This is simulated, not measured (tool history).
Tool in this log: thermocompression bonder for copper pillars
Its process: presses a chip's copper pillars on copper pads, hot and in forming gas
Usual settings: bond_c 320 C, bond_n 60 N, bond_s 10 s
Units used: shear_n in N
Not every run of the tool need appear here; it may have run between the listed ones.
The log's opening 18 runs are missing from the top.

run    hour  bond_c  bond_n  bond_s  hours of work since the heater was calibrated  hours of work since the force cell was calibrated  hours of work since the gas filter was changed  shear_n
 19  1030.2     337      67      10                                            771                                                 43                                             147     37.6
     1048.8  -- forming gas filter changed
 20  1075.1     337      67      10                                            798                                                 70                                              16     40.4
 21  1149.7     337      67      10                                            842                                                114                                              60     39.7
 22  1219.5     337      67      10                                            884                                                156                                             102     39.2
 23  1281.8     314      67      10                                            921                                                193                                             139     31.4
     1308.9  -- forming gas filter changed
 24  1315.7     320      47      10                                            941                                                213                                               4     25.1
 25  1359.8     308      65      10                                            967                                                239                                              30     30.6
 26  1430.8     308      65      10                                           1010                                                282                                              73     29.7
 27  1500.5     296      59      17                                           1051                                                323                                             114     29.7
 28  1556.0     320      60       6                                           1084                                                356                                             147     24.0
     1571.0  -- forming gas filter changed
 29  1599.9     322      48      10                                           1110                                                382                                              17     25.9
 30  1670.3     322      48      10                                           1152                                                424                                              59     25.5
 31  1739.1     333      60      10                                           1193                                                465                                             100     34.5
 32  1783.0     333      60      10                                           1219                                                491                                             126     33.3
 33  1818.9     342      60       8                                           1241                                                513                                             148     33.1
     1833.7  -- forming gas filter changed
 34  1871.2     311      63      22                                           1271                                                543                                              22     41.8
 35  1906.9     311      63      22                                           1293                                                565                                              44     39.9
 36  1954.4     301      55      27                                           1321                                                593                                              72     34.5
 37  2004.2     301      55      27                                           1351                                                623                                             102     34.5
 38  2074.3     338      46      10                                           1393                                                665                                             143     26.8
     2095.9  -- forming gas filter changed
 39  2137.3     338      46      10                                           1430                                                702                                              25     28.1
 40  2176.0     338      46      10                                           1453                                                725                                              48     28.2

Below are 3 alternative next runs, each starting from the tool's condition after run 40. Predict each:
  A  2220.5     342      60      11                                           1479                                                751                                              74        ?
  B  2220.5     338      72       5                                           1479                                                751                                              74        ?
  C  2220.5     309      38      11                                           1479                                                751                                              74        ?

run  shear_n
  A     39.2
  B     32.8
  C     18.0
Had the tool no hidden state, the same runs would have come out as:
run  shear_n
  A     39.8
  B     33.2
  C     18.0

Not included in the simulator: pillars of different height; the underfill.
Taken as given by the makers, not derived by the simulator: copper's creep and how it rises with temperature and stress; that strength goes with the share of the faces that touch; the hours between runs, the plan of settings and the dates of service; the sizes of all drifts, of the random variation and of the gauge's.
